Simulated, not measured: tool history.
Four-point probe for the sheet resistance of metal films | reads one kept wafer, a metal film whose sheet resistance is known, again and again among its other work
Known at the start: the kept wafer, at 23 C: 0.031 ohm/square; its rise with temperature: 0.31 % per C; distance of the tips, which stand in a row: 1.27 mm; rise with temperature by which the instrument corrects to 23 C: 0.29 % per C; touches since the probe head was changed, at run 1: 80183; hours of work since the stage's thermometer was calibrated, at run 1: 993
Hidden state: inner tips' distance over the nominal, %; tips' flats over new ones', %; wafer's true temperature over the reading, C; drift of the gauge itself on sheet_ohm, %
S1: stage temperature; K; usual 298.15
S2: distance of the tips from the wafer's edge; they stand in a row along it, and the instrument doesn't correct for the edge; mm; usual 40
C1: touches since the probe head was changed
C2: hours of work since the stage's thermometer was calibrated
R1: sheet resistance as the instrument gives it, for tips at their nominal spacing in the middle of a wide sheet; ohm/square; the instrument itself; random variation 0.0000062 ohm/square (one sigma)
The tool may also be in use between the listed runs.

{"run": 1, "hour": 0.0, "S1": 298.15, "S2": 40, "C1": 80183, "C2": 993, "R1": 0.031207}
{"run": 2, "hour": 29.9, "S1": 298.15, "S2": 29, "C1": 81583, "C2": 1009, "R1": 0.031228}
{"run": 3, "hour": 92.6, "S1": 298.15, "S2": 29, "C1": 84516, "C2": 1043, "R1": 0.031228}
{"run": 4, "hour": 142.6, "S1": 298.15, "S2": 29, "C1": 86857, "C2": 1070, "R1": 0.03125}
{"run": 5, "hour": 193.1, "S1": 294.15, "S2": 40, "C1": 89222, "C2": 1097, "R1": 0.031205}
{"run": 6, "hour": 237.0, "S1": 298.15, "S2": 4, "C1": 91273, "C2": 1121, "R1": 0.032814}
{"run": 7, "hour": 272.4, "S1": 298.15, "S2": 15, "C1": 92929, "C2": 1140, "R1": 0.031338}
{"hour": 278.4, "done": "stage's thermometer calibrated"}
{"run": 8, "hour": 325.6, "S1": 298.15, "S2": 15, "C1": 95396, "C2": 26, "R1": 0.031369}
{"run": 9, "hour": 381.0, "S1": 296.15, "S2": 40, "C1": 97991, "C2": 56, "R1": 0.031255}
{"run": 10, "hour": 414.4, "S1": 296.15, "S2": 40, "C1": 99553, "C2": 74, "R1": 0.031252}
{"run": 11, "hour": 457.5, "S1": 299.15, "S2": 74, "C1": 101570, "C2": 97, "R1": 0.031274}
{"run": 12, "hour": 508.1, "S1": 299.15, "S2": 74, "C1": 103936, "C2": 124, "R1": 0.031286}
{"run": 13, "hour": 555.7, "S1": 303.15, "S2": 6, "C1": 106166, "C2": 150, "R1": 0.032058}
{"run": 14, "hour": 589.2, "S1": 303.15, "S2": 6, "C1": 107732, "C2": 168, "R1": 0.032063}
{"hour": 623.5, "done": "stage's thermometer calibrated, once more"}
{"run": 15, "hour": 630.7, "S1": 292.15, "S2": 18, "C1": 109651, "C2": 4, "R1": 0.031266}
{"run": 16, "hour": 657.9, "S1": 292.15, "S2": 18, "C1": 110925, "C2": 19, "R1": 0.031264}
{"run": 17, "hour": 690.8, "S1": 292.15, "S2": 40, "C1": 112467, "C2": 36, "R1": 0.031213}
{"run": 18, "hour": 754.2, "S1": 292.15, "S2": 13, "C1": 115431, "C2": 71, "R1": 0.031363}

4 ways to go on from here, each from the tool as it stands after run 18. What would each give?
{"hour": 800.5, "done": "new probe head fitted"}
{"run": "A", "hour": 810.2, "S1": 298.15, "S2": 11, "C1": 455, "C2": 100, "R1": "?"}
{"hour": 800.5, "done": "new probe head fitted"}
{"run": "B", "hour": 810.2, "S1": 305.15, "S2": 6, "C1": 455, "C2": 100, "R1": "?"}
{"hour": 800.5, "done": "new probe head fitted"}
{"run": "C", "hour": 810.2, "S1": 292.15, "S2": 19, "C1": 455, "C2": 100, "R1": "?"}
{"hour": 800.5, "done": "new probe head fitted"}
{"run": "D", "hour": 810.2, "S1": 298.15, "S2": 34, "C1": 455, "C2": 100, "R1": "?"}

run=A R1=0.031164
run=B R1=0.031721
run=C R1=0.030977
run=D R1=0.030947
Without the tool's hidden state the same runs would have given:
run=A R1=0.031247
run=B R1=0.031805
run=C R1=0.03106
run=D R1=0.031029
